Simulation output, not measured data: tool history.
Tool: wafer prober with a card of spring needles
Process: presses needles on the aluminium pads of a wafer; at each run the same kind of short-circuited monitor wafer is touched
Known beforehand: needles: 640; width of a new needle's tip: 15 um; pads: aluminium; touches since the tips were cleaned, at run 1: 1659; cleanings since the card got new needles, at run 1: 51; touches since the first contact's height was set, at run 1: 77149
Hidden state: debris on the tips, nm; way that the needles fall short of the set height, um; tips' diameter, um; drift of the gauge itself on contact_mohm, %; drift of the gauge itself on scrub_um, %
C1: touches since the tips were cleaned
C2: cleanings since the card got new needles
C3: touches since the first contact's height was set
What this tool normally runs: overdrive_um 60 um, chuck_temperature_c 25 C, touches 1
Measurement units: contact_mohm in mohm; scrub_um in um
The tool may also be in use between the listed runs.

run 1 day=0.000 | overdrive_um=60 chuck_temperature_c=25 touches=1 | C1=1659 C2=51 C3=77149 | contact_mohm=193 scrub_um=15.52
-- day=0.612 tips cleaned on abrasive film
run 2 day=1.058 | overdrive_um=77 chuck_temperature_c=25 touches=1 | C1=3364 C2=52 C3=85138 | contact_mohm=192 scrub_um=20.00
-- day=1.371 tips cleaned on abrasive film
-- day=2.138 tips cleaned on abrasive film
run 3 day=2.325 | overdrive_um=77 chuck_temperature_c=25 touches=1 | C1=1414 C2=54 C3=94704 | contact_mohm=181 scrub_um=19.91
-- day=2.946 tips cleaned on abrasive film
-- day=3.162 height of the first contact set anew
run 4 day=3.162 | overdrive_um=77 chuck_temperature_c=25 touches=1 | C1=1576 C2=55 C3=0 | contact_mohm=184 scrub_um=20.23
-- day=3.729 tips cleaned on abrasive film
-- day=4.442 tips cleaned on abrasive film
run 5 day=4.662 | overdrive_um=77 chuck_temperature_c=90 touches=1 | C1=1676 C2=57 C3=11315 | contact_mohm=194 scrub_um=20.17
-- day=5.242 tips cleaned on abrasive film
run 6 day=5.788 | overdrive_um=77 chuck_temperature_c=90 touches=1 | C1=4154 C2=58 C3=19827 | contact_mohm=202 scrub_um=20.10
-- day=5.925 tips cleaned on abrasive film
-- day=6.675 tips cleaned on abrasive film
run 7 day=7.038 | overdrive_um=77 chuck_temperature_c=90 touches=1 | C1=2736 C2=60 C3=29226 | contact_mohm=199 scrub_um=20.11
-- day=7.412 tips cleaned on abrasive film
-- day=8.150 tips cleaned on abrasive film
run 8 day=8.662 | overdrive_um=77 chuck_temperature_c=90 touches=1 | C1=3917 C2=62 C3=41522 | contact_mohm=205 scrub_um=20.08
-- day=8.842 tips cleaned on abrasive film
-- day=9.571 tips cleaned on abrasive film
-- day=10.338 tips cleaned on abrasive film
run 9 day=10.338 | overdrive_um=60 chuck_temperature_c=124 touches=1 | C1=0 C2=65 C3=54122 | contact_mohm=190 scrub_um=15.57
-- day=11.092 tips cleaned on abrasive film
-- day=11.779 tips cleaned on abrasive film
run 10 day=12.038 | overdrive_um=60 chuck_temperature_c=124 touches=1 | C1=1976 C2=67 C3=66974 | contact_mohm=207 scrub_um=15.58
-- day=12.483 tips cleaned on abrasive film
run 11 day=12.971 | overdrive_um=60 chuck_temperature_c=124 touches=1 | C1=3690 C2=68 C3=74020 | contact_mohm=222 scrub_um=15.45
-- day=13.221 tips cleaned on abrasive film
-- day=13.917 tips cleaned on abrasive film
run 12 day=14.279 | overdrive_um=60 chuck_temperature_c=124 touches=1 | C1=2738 C2=70 C3=83875 | contact_mohm=217 scrub_um=15.55
-- day=14.604 tips cleaned on abrasive film
-- day=15.283 tips cleaned on abrasive film
run 13 day=15.308 | overdrive_um=60 chuck_temperature_c=124 touches=1 | C1=207 C2=72 C3=91636 | contact_mohm=192 scrub_um=15.44
-- day=15.971 tips cleaned on abrasive film
-- day=16.579 height of the first contact set anew
-- day=16.721 tips cleaned on abrasive film
run 14 day=16.721 | overdrive_um=60 chuck_temperature_c=124 touches=1 | C1=21 C2=74 C3=1057 | contact_mohm=190 scrub_um=15.76
-- day=17.408 tips cleaned on abrasive film
run 15 day=17.442 | overdrive_um=60 chuck_temperature_c=25 touches=2 | C1=231 C2=75 C3=6473 | contact_mohm=169 scrub_um=15.76
-- day=18.162 tips cleaned on abrasive film
-- day=18.921 tips cleaned on abrasive film
run 16 day=18.921 | overdrive_um=55 chuck_temperature_c=69 touches=3 | C1=0 C2=77 C3=17636 | contact_mohm=177 scrub_um=14.39
-- day=19.704 tips cleaned on abrasive film
-- day=20.417 tips cleaned on abrasive film
run 17 day=20.417 | overdrive_um=55 chuck_temperature_c=69 touches=3 | C1=0 C2=79 C3=28934 | contact_mohm=180 scrub_um=14.39
-- day=21.138 tips cleaned on abrasive film
run 18 day=21.312 | overdrive_um=57 chuck_temperature_c=83 touches=1 | C1=1333 C2=80 C3=35704 | contact_mohm=200 scrub_um=14.83
-- day=21.858 tips cleaned on abrasive film
-- day=22.546 tips cleaned on abrasive film
run 19 day=22.662 | overdrive_um=48 chuck_temperature_c=58 touches=3 | C1=884 C2=82 C3=45889 | contact_mohm=185 scrub_um=12.42
-- day=23.262 tips cleaned on abrasive film
run 20 day=23.904 | overdrive_um=60 chuck_temperature_c=25 touches=2 | C1=4861 C2=83 C3=55268 | contact_mohm=204 scrub_um=15.59
-- day=24.042 tips cleaned on abrasive film
-- day=24.783 tips cleaned on abrasive film
run 21 day=24.908 | overdrive_um=60 chuck_temperature_c=25 touches=3 | C1=936 C2=85 C3=62841 | contact_mohm=172 scrub_um=15.52
-- day=25.592 tips cleaned on abrasive film
-- day=26.292 tips cleaned on abrasive film
run 22 day=26.529 | overdrive_um=60 chuck_temperature_c=25 touches=3 | C1=1800 C2=87 C3=75067 | contact_mohm=178 scrub_um=15.50
-- day=27.054 tips cleaned on abrasive film
run 23 day=27.712 | overdrive_um=60 chuck_temperature_c=110 touches=2 | C1=5001 C2=88 C3=84020 | contact_mohm=210 scrub_um=15.43
-- day=27.850 tips cleaned on abrasive film
-- day=28.554 tips cleaned on abrasive film
run 24 day=29.192 | overdrive_um=69 chuck_temperature_c=110 touches=2 | C1=4833 C2=90 C3=95178 | contact_mohm=202 scrub_um=17.87
-- day=29.317 tips cleaned on abrasive film
-- day=29.908 height of the first contact set anew
-- day=30.067 tips cleaned on abrasive film
run 25 day=30.104 | overdrive_um=69 chuck_temperature_c=110 touches=2 | C1=290 C2=92 C3=1471 | contact_mohm=188 scrub_um=18.08
-- day=30.846 tips cleaned on abrasive film
run 26 day=31.504 | overdrive_um=58 chuck_temperature_c=25 touches=3 | C1=4997 C2=93 C3=12042 | contact_mohm=188 scrub_um=15.17
-- day=31.662 tips cleaned on abrasive film
run 27 day=32.271 | overdrive_um=60 chuck_temperature_c=53 touches=2 | C1=4612 C2=94 C3=17828 | contact_mohm=205 scrub_um=15.70
-- day=32.371 tips cleaned on abrasive film
-- day=33.054 tips cleaned on abrasive film
-- day=33.738 tips cleaned on abrasive film
run 28 day=33.950 | overdrive_um=50 chuck_temperature_c=53 touches=1 | C1=1609 C2=97 C3=30481 | contact_mohm=208 scrub_um=12.93
-- day=34.558 tips cleaned on abrasive film
run 29 day=34.642 | overdrive_um=43 chuck_temperature_c=28 touches=1 | C1=624 C2=98 C3=35714 | contact_mohm=195 scrub_um=11.11
-- day=35.362 tips cleaned on abrasive film
run 30 day=35.379 | overdrive_um=60 chuck_temperature_c=43 touches=1 | C1=125 C2=99 C3=41280 | contact_mohm=175 scrub_um=15.55

Alternative continuations, all from the tool just after run 30; predict every row:
-- day=36.062 tips cleaned on abrasive film
run A day=36.171 | overdrive_um=60 chuck_temperature_c=25 touches=1 | C1=810 C2=100 C3=47242 | contact_mohm=? scrub_um=?
-- day=36.062 tips cleaned on abrasive film
run B day=36.171 | overdrive_um=78 chuck_temperature_c=25 touches=2 | C1=810 C2=100 C3=47242 | contact_mohm=? scrub_um=?
-- day=36.062 tips cleaned on abrasive film
run C day=36.171 | overdrive_um=70 chuck_temperature_c=43 touches=1 | C1=810 C2=100 C3=47242 | contact_mohm=? scrub_um=?
-- day=36.062 tips cleaned on abrasive film
run D day=36.171 | overdrive_um=69 chuck_temperature_c=108 touches=3 | C1=810 C2=100 C3=47242 | contact_mohm=? scrub_um=?
-- day=36.062 tips cleaned on abrasive film
run E day=36.171 | overdrive_um=60 chuck_temperature_c=33 touches=2 | C1=810 C2=100 C3=47242 | contact_mohm=? scrub_um=?

run=A contact_mohm=185 scrub_um=15.59
run=B contact_mohm=173 scrub_um=20.30
run=C contact_mohm=181 scrub_um=18.16
run=D contact_mohm=189 scrub_um=18.02
run=E contact_mohm=181 scrub_um=15.60
With the hidden condition removed and each run's random variation left untouched, the same runs would have given:
run=A contact_mohm=166 scrub_um=15.75
run=B contact_mohm=165 scrub_um=20.47
run=C contact_mohm=167 scrub_um=18.33
run=D contact_mohm=184 scrub_um=18.18
run=E contact_mohm=169 scrub_um=15.76

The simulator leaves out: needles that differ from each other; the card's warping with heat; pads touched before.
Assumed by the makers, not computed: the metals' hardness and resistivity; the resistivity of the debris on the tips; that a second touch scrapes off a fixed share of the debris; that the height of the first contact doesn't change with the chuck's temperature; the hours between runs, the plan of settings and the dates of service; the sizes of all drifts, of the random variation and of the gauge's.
